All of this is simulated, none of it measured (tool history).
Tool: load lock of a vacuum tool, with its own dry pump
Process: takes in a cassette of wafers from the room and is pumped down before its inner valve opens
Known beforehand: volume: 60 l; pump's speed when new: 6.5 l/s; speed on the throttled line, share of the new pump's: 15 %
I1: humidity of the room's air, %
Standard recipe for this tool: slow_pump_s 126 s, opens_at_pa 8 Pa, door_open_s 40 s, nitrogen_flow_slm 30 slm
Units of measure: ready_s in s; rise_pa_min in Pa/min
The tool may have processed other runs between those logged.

Run 1, hour 0.0: usual settings; I1 44.9. Result: ready_s 197.5 s, rise_pa_min 0.082 Pa/min.
Run 2, hour 133.8: usual settings but nitrogen_flow_slm 21 slm; I1 46.0. Result: ready_s 198.6 s, rise_pa_min 0.094 Pa/min.
Run 3, hour 301.7: usual settings but nitrogen_flow_slm 10 slm; I1 43.9. Result: ready_s 199.5 s, rise_pa_min 0.096 Pa/min.
Run 4, hour 490.5: usual settings but nitrogen_flow_slm 10 slm; I1 44.3. Result: ready_s 199.5 s, rise_pa_min 0.100 Pa/min.
Run 5, hour 691.2: usual settings but nitrogen_flow_slm 10 slm; I1 47.5. Result: ready_s 199.4 s, rise_pa_min 0.105 Pa/min.
Run 6, hour 879.4: usual settings but nitrogen_flow_slm 10 slm; I1 43.5. Result: ready_s 199.5 s, rise_pa_min 0.100 Pa/min.
Run 7, hour 1046.5: usual settings but slow_pump_s 86 s, door_open_s 122 s, nitrogen_flow_slm 10 slm; I1 45.6. Result: ready_s 166.6 s, rise_pa_min 0.126 Pa/min.
Run 8, hour 1246.4: usual settings but slow_pump_s 86 s, opens_at_pa 10 Pa, door_open_s 122 s, nitrogen_flow_slm 10 slm; I1 43.0. Result: ready_s 164.8 s, rise_pa_min 0.125 Pa/min.
Run 9, hour 1408.4: usual settings but slow_pump_s 86 s, opens_at_pa 10 Pa, door_open_s 122 s, nitrogen_flow_slm 10 slm; I1 45.3. Result: ready_s 165.0 s, rise_pa_min 0.130 Pa/min.
Run 10, hour 1521.2: usual settings but slow_pump_s 86 s, opens_at_pa 10 Pa, door_open_s 122 s, nitrogen_flow_slm 10 slm; I1 51.1. Result: ready_s 165.2 s, rise_pa_min 0.137 Pa/min.
Run 11, hour 1629.7: usual settings but slow_pump_s 86 s, opens_at_pa 10 Pa, door_open_s 80 s, nitrogen_flow_slm 10 slm; I1 45.8. Result: ready_s 165.9 s, rise_pa_min 0.126 Pa/min.

3 ways to go on from here, each from the tool as it stands after run 11. What would each give?
Run A, hour 1794.5: usual settings but door_open_s 195 s; I1 43.6. Result: ready_s ?, rise_pa_min ?.
Run B, hour 1794.5: usual settings but slow_pump_s 105 s, opens_at_pa 10 Pa, door_open_s 236 s, nitrogen_flow_slm 10 slm; I1 48.0. Result: ready_s ?, rise_pa_min ?.
Run C, hour 1794.5: usual settings but slow_pump_s 86 s, opens_at_pa 12 Pa, door_open_s 55 s, nitrogen_flow_slm 26 slm; I1 45.3. Result: ready_s ?, rise_pa_min ?.

run  ready_s  rise_pa_min
  A    201.0        0.124
  B    183.2        0.149
  C    163.6        0.106
Stripped of hidden state, with their random variation kept, the same runs would have yielded:
run  ready_s  rise_pa_min
  A    193.5        0.038
  B    175.5        0.062
  C    155.9        0.020
